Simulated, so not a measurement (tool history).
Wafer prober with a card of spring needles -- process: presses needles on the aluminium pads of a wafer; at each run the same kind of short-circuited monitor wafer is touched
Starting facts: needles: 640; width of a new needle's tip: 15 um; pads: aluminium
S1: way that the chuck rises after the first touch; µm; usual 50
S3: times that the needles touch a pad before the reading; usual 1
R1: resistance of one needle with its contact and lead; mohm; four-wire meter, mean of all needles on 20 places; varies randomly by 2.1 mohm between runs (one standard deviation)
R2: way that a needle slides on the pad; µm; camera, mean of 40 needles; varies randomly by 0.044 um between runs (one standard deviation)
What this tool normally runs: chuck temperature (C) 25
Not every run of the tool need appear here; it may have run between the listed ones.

Run 1, hour 0.0: usual settings. Result: R1 240 mohm, R2 6.15 µm.
Run 2, hour 9.5: usual settings. Result: R1 337 mohm, R2 6.24 µm.
At hour 10.7: tips cleaned on abrasive film.
At hour 21.0: tips cleaned on abrasive film.
Run 3, hour 23.6: usual settings. Result: R1 278 mohm, R2 6.07 µm.
At hour 31.7: tips cleaned on abrasive film.
Run 4, hour 33.8: usual settings but S1 48 µm. Result: R1 267 mohm, R2 5.96 µm.
At hour 41.9: tips cleaned on abrasive film.
Run 5, hour 45.7: usual settings but S1 48 µm. Result: R1 293 mohm, R2 5.79 µm.
At hour 52.3: tips cleaned on abrasive film.
At hour 62.3: tips cleaned on abrasive film.
Run 6, hour 62.3: usual settings but S1 48 µm. Result: R1 240 mohm, R2 5.82 µm.
At hour 72.5: tips cleaned on abrasive film.
Run 7, hour 78.8: usual settings but chuck temperature (C) 50. Result: R1 311 mohm, R2 6.10 µm.
At hour 82.8: tips cleaned on abrasive film.
At hour 93.4: tips cleaned on abrasive film.
Run 8, hour 93.5: usual settings but chuck temperature (C) 56. Result: R1 246 mohm, R2 6.12 µm.
Run 9, hour 101.5: usual settings but chuck temperature (C) 56. Result: R1 338 mohm, R2 6.10 µm.
At hour 103.6: tips cleaned on abrasive film.
Run 10, hour 112.5: usual settings but chuck temperature (C) 53. Result: R1 344 mohm, R2 5.97 µm.
At hour 113.7: tips cleaned on abrasive film.
At hour 123.9: tips cleaned on abrasive film.
Run 11, hour 127.1: usual settings. Result: R1 294 mohm, R2 5.98 µm.
At hour 134.2: tips cleaned on abrasive film.
Run 12, hour 137.0: usual settings but S1 34 µm, chuck temperature (C) 95. Result: R1 351 mohm, R2 3.98 µm.
At hour 138.2: height of the first contact set anew.
At hour 145.8: tips cleaned on abrasive film.
Run 13, hour 147.7: usual settings but S1 34 µm, chuck temperature (C) 90. Result: R1 330 mohm, R2 3.92 µm.
Run 14, hour 155.1: usual settings but S1 43 µm, chuck temperature (C) 106. Result: R1 384 mohm, R2 5.02 µm.
At hour 156.6: tips cleaned on abrasive film.
At hour 167.0: tips cleaned on abrasive film.
Run 15, hour 171.1: usual settings but S1 43 µm, chuck temperature (C) 106. Result: R1 345 mohm, R2 4.98 µm.
At hour 176.4: height of the first contact set anew, once more.
At hour 177.5: tips cleaned on abrasive film.
At hour 187.8: tips cleaned on abrasive film.
Run 16, hour 187.9: usual settings but S1 53 µm, chuck temperature (C) 58. Result: R1 250 mohm, R2 6.67 µm.
At hour 198.2: tips cleaned on abrasive film.
Run 17, hour 199.8: usual settings but S1 36 µm, chuck temperature (C) 100. Result: R1 311 mohm, R2 4.50 µm.
At hour 208.5: tips cleaned on abrasive film.
Run 18, hour 208.5: usual settings but S1 36 µm, chuck temperature (C) 114. Result: R1 262 mohm, R2 4.54 µm.
At hour 219.1: tips cleaned on abrasive film.
Run 19, hour 220.6: usual settings but S1 36 µm, chuck temperature (C) 114. Result: R1 297 mohm, R2 4.48 µm.
Run 20, hour 227.3: usual settings but S1 34 µm, chuck temperature (C) 67, S3 3. Result: R1 311 mohm, R2 4.26 µm.

Consider 3 possible next runs. They are alternatives, not a sequence: every one starts from the tool as it was left by run 20. What does each give?
At hour 229.4: tips cleaned on abrasive film.
Run A, hour 234.3: usual settings but S1 37 µm, chuck temperature (C) 47, S3 2. Result: R1 ?, R2 ?.
At hour 229.4: tips cleaned on abrasive film.
Run B, hour 234.3: usual settings but S1 51 µm, chuck temperature (C) 67, S3 2. Result: R1 ?, R2 ?.
At hour 229.4: tips cleaned on abrasive film.
Run C, hour 234.3: usual settings but S1 34 µm, chuck temperature (C) 122, S3 3. Result: R1 ?, R2 ?.

run   R1    R2
  A  310  4.66
  B  280  6.39
  C  309  4.27
Had the tool no hidden state, the same runs would have come out as:
run   R1    R2
  A  240  4.72
  B  242  6.46
  C  265  4.33
